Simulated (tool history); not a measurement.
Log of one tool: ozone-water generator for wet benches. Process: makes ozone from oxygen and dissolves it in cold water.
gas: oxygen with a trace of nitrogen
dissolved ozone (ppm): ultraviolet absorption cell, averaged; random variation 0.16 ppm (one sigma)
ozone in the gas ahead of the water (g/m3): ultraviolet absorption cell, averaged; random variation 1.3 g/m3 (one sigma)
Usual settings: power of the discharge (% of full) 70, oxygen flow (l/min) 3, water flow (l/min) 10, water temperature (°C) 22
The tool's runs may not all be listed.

| run | hour | power of the discharge (% of full) | oxygen flow (l/min) | water flow (l/min) | water temperature (°C) | dissolved ozone (ppm) | ozone in the gas ahead of the water (g/m3) |
|---|---|---|---|---|---|---|---|
| 1 | 0 | 70 | 3 | 10 | 22 | 20 | 245 |
| 2 | 25.9 | 64 | 3 | 10 | 22 | 18.8 | 223.1 |
| 3 | 83.7 | 70 | 3 | 10 | 22 | 19.7 | 243.3 |
| 4 | 120.2 | 70 | 3 | 10 | 23 | 19.3 | 245 |
| 5 | 144.6 | 62 | 3 | 10 | 23 | 17.8 | 219.2 |
| 6 | 192.2 | 62 | 3 | 10 | 23 | 17.5 | 218.5 |
| 7 | 246.8 | 62 | 3 | 10 | 23 | 17.3 | 218.2 |
| 8 | 297.4 | 70 | 3 | 10 | 24 | 19 | 242 |
| 9 | 354.5 | 70 | 3 | 10 | 24 | 19 | 240.6 |
| 10 | 410.4 | 67 | 3 | 10 | 24 | 18.2 | 232 |
| 11 | 459.5 | 70 | 3 | 11 | 22 | 18.4 | 243.1 |
| 12 | 509.8 | 70 | 3.77 | 10 | 22 | 18.4 | 209.4 |
| 13 | 548 | 70 | 3.77 | 10 | 22 | 18.5 | 205.9 |
| 14 | 577.9 | 70 | 3.77 | 10 | 22 | 18 | 206.1 |
| 15 | 615 | 48 | 3 | 10 | 22 | 14.2 | 174.4 |
| 16 | 663.9 | 70 | 3 | 10 | 22 | 19.2 | 239.8 |
| 17 | 719.5 | 70 | 3 | 10 | 22 | 19.2 | 239.6 |
| 18 | 774 | 50 | 3 | 6 | 22 | 20.3 | 179.6 |
| 19 | 812.8 | 43 | 3 | 10 | 21 | 13 | 159.7 |
|  | 818.1 | water thermometer calibrated |
| 20 | 849.1 | 70 | 3.92 | 10 | 23 | 17.5 | 199.3 |
| 21 | 891.9 | 70 | 3.92 | 10 | 23 | 17.8 | 199.3 |
| 22 | 947.9 | 70 | 3 | 10 | 17 | 20.4 | 238.8 |
| 23 | 972.5 | 70 | 3 | 15 | 17 | 14.7 | 239.7 |
| 24 | 1014.2 | 70 | 3 | 10 | 17 | 20.6 | 238.6 |
| 25 | 1061.5 | 70 | 3 | 10 | 17 | 20.6 | 238.7 |
| 26 | 1106.2 | 47 | 2.84 | 9 | 22 | 14.7 | 177.1 |
|  | 1121.5 | water thermometer calibrated, once more |
| 27 | 1139.9 | 47 | 5.2 | 11 | 21 | 11.3 | 116.4 |
| 28 | 1183.3 | 47 | 4.97 | 11 | 22 | 11.4 | 119.6 |
| 29 | 1221.7 | 70 | 5.28 | 10 | 22 | 16.2 | 161.1 |
| 30 | 1276.2 | 70 | 2.11 | 10 | 22 | 19.9 | 299.8 |
| 31 | 1320.3 | 70 | 2.11 | 9 | 26 | 20.1 | 303.7 |
| 32 | 1379.4 | 70 | 2.37 | 9 | 26 | 19.9 | 276.9 |
| 33 | 1433 | 80 | 2.37 | 14 | 27 | 15.6 | 310.7 |

Forecast each of these 4 alternatives for the next run:
| A | 1475.4 | 98 | 2.58 | 14 | 15 | ? | ? |
| B | 1475.4 | 44 | 3 | 14 | 22 | ? | ? |
| C | 1475.4 | 70 | 3 | 13 | 30 | ? | ? |
| D | 1475.4 | 80 | 2.38 | 14 | 27 | ? | ? |

| run | dissolved ozone (ppm) | ozone in the gas ahead of the water (g/m3) |
|---|---|---|
| A | 20.8 | 345.1 |
| B | 9.6 | 161.8 |
| C | 13.6 | 236.9 |
| D | 15.1 | 310.3 |
Without the tool's hidden state the same runs would have given:
| run | dissolved ozone (ppm) | ozone in the gas ahead of the water (g/m3) |
|---|---|---|
| A | 23.7 | 370.4 |
| B | 10.6 | 167.2 |
| C | 15.3 | 250.1 |
| D | 17.1 | 329.8 |
